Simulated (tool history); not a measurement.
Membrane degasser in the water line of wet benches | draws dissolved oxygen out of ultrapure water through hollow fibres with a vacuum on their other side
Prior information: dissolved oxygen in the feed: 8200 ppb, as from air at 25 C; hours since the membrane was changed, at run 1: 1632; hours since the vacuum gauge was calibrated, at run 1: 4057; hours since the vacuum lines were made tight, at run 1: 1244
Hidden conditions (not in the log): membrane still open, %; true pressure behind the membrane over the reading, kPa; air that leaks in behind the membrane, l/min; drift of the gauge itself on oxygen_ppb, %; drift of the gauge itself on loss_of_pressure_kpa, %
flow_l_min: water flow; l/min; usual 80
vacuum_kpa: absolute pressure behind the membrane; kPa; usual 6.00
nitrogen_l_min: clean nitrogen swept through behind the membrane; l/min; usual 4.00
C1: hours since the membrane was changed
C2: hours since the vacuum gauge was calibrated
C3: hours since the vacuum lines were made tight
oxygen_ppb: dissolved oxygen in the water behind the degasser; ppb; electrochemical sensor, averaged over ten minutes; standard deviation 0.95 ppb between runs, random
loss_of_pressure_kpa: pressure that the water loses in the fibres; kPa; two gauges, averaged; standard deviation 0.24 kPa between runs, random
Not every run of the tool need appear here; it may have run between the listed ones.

{"run": 1, "hour": 0.0, "flow_l_min": 80, "vacuum_kpa": 6.0, "nitrogen_l_min": 4.0, "C1": 1632, "C2": 4057, "C3": 1244, "oxygen_ppb": 139.5, "loss_of_pressure_kpa": 64.5}
{"run": 2, "hour": 46.7, "flow_l_min": 80, "vacuum_kpa": 6.0, "nitrogen_l_min": 4.0, "C1": 1679, "C2": 4104, "C3": 1291, "oxygen_ppb": 137.8, "loss_of_pressure_kpa": 64.4}
{"run": 3, "hour": 96.8, "flow_l_min": 80, "vacuum_kpa": 6.0, "nitrogen_l_min": 4.0, "C1": 1729, "C2": 4154, "C3": 1341, "oxygen_ppb": 141.2, "loss_of_pressure_kpa": 64.25}
{"run": 4, "hour": 165.2, "flow_l_min": 80, "vacuum_kpa": 6.0, "nitrogen_l_min": 4.0, "C1": 1797, "C2": 4222, "C3": 1409, "oxygen_ppb": 140.6, "loss_of_pressure_kpa": 64.47}
{"run": 5, "hour": 246.2, "flow_l_min": 80, "vacuum_kpa": 10.66, "nitrogen_l_min": 4.0, "C1": 1878, "C2": 4303, "C3": 1490, "oxygen_ppb": 340.9, "loss_of_pressure_kpa": 64.47}
{"run": 6, "hour": 303.1, "flow_l_min": 80, "vacuum_kpa": 10.66, "nitrogen_l_min": 4.0, "C1": 1935, "C2": 4360, "C3": 1547, "oxygen_ppb": 337.1, "loss_of_pressure_kpa": 64.67}
{"run": 7, "hour": 352.9, "flow_l_min": 80, "vacuum_kpa": 10.66, "nitrogen_l_min": 4.0, "C1": 1985, "C2": 4410, "C3": 1597, "oxygen_ppb": 341.2, "loss_of_pressure_kpa": 64.55}
{"run": 8, "hour": 422.1, "flow_l_min": 80, "vacuum_kpa": 6.0, "nitrogen_l_min": 4.0, "C1": 2054, "C2": 4479, "C3": 1666, "oxygen_ppb": 141.0, "loss_of_pressure_kpa": 64.43}
{"run": 9, "hour": 459.1, "flow_l_min": 80, "vacuum_kpa": 6.0, "nitrogen_l_min": 4.98, "C1": 2091, "C2": 4516, "C3": 1703, "oxygen_ppb": 118.5, "loss_of_pressure_kpa": 65.12}
{"run": 10, "hour": 493.8, "flow_l_min": 80, "vacuum_kpa": 6.0, "nitrogen_l_min": 4.98, "C1": 2126, "C2": 4551, "C3": 1738, "oxygen_ppb": 117.0, "loss_of_pressure_kpa": 64.5}
{"run": 11, "hour": 527.2, "flow_l_min": 80, "vacuum_kpa": 6.0, "nitrogen_l_min": 4.98, "C1": 2159, "C2": 4584, "C3": 1771, "oxygen_ppb": 119.7, "loss_of_pressure_kpa": 64.82}
{"run": 12, "hour": 560.6, "flow_l_min": 80, "vacuum_kpa": 6.0, "nitrogen_l_min": 4.98, "C1": 2193, "C2": 4618, "C3": 1804, "oxygen_ppb": 120.9, "loss_of_pressure_kpa": 64.89}

Predict the results of run 13:
{"run": 13, "hour": 609.2, "flow_l_min": 57, "vacuum_kpa": 6.0, "nitrogen_l_min": 4.98, "C1": 2241, "C2": 4666, "C3": 1853, "oxygen_ppb": "?", "loss_of_pressure_kpa": "?"}

Run 13 gave oxygen_ppb 78.6 ppb, loss_of_pressure_kpa 46.11 kPa.
On a tool with no hidden condition, and with the same random variation, this run would have come out at oxygen_ppb 75.7 ppb, loss_of_pressure_kpa 45.25 kPa.
